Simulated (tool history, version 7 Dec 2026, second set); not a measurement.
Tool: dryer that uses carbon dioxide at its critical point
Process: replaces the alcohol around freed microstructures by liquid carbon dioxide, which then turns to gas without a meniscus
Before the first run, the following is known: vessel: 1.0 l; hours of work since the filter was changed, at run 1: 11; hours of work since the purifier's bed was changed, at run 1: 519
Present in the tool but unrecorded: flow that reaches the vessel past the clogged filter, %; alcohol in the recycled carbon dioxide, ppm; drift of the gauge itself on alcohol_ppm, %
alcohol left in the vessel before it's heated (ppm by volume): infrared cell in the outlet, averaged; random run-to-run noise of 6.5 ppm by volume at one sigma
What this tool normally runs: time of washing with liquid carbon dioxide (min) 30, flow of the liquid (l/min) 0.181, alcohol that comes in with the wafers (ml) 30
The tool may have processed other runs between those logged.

run	day	time of washing with liquid carbon dioxide (min)	flow of the liquid (l/min)	alcohol that comes in with the wafers (ml)	hours of work since the filter was changed	hours of work since the purifier's bed was changed	alcohol left in the vessel before it's heated (ppm by volume)
1	0.000	30	0.181	30	11	519	358
2	1.633	30	0.181	30	38	545	365
# day 2.442: purifier's bed changed
3	3.458	47	0.181	30	66	17	27
4	4.742	30	0.181	31	86	37	329
5	6.033	30	0.181	31	107	59	347
6	7.467	23	0.181	30	131	82	960
7	9.850	23	0.296	30	170	121	114
8	10.958	30	0.181	30	188	139	374
9	12.829	30	0.181	77	218	169	964
10	14.992	30	0.181	77	253	204	1034
11	17.596	30	0.181	30	296	247	428
12	19.712	30	0.181	26	330	281	388
13	21.588	30	0.181	30	361	312	458
14	23.929	30	0.181	30	399	350	493
# day 24.712: inlet filter changed
15	26.096	30	0.181	30	23	385	332
16	27.188	30	0.181	30	40	402	349
17	28.454	30	0.181	30	61	423	352
18	30.312	30	0.181	30	91	453	369
19	32.729	30	0.181	30	131	493	400
20	34.788	47	0.181	30	164	526	97
21	36.358	47	0.181	30	190	552	100
# day 36.896: purifier's bed changed
22	38.346	30	0.142	30	220	24	1006
23	39.542	30	0.181	30	239	43	392
24	40.842	30	0.181	30	261	64	398
25	42.188	43	0.230	21	283	86	25
26	43.471	43	0.230	21	303	107	31
27	45.633	48	0.301	31	339	142	17
28	47.429	48	0.146	20	368	172	114
29	48.496	30	0.198	83	385	189	851
# day 50.208: inlet filter changed
30	50.871	29	0.235	93	11	227	290
31	52.712	30	0.149	109	41	257	2589
32	55.088	30	0.149	109	79	296	2668
33	56.767	32	0.149	113	107	323	2292
34	58.029	39	0.220	34	127	343	68
35	60.196	39	0.173	34	163	379	187
36	61.625	39	0.173	34	186	402	200
37	63.346	38	0.174	30	214	430	190
38	65.725	38	0.268	30	253	469	69
39	67.317	18	0.111	23	279	495	4730
40	68.550	18	0.111	23	299	515	4721
41	70.904	24	0.204	66	337	553	1462
# day 71.221: purifier's bed changed
42	73.433	27	0.233	30	376	36	226
# day 75.788: inlet filter changed
43	75.938	25	0.181	21	2	76	433
44	78.125	46	0.145	61	38	112	226
45	80.779	33	0.222	61	81	155	138
46	82.671	33	0.222	61	112	186	142

Here are 4 independent what-if runs from the current tool condition. What would each one return?
A	85.271	33	0.222	29	154	228	?
B	85.271	30	0.181	38	154	228	?
C	85.271	22	0.198	40	154	228	?
D	85.271	18	0.181	30	154	228	?

run	alcohol left in the vessel before it's heated (ppm by volume)
A	97
B	460
C	1109
D	2097
The same runs, with their run-to-run variation unchanged, on a tool lacking any hidden condition would have given:
run	alcohol left in the vessel before it's heated (ppm by volume)
A	54
B	355
C	916
D	1826
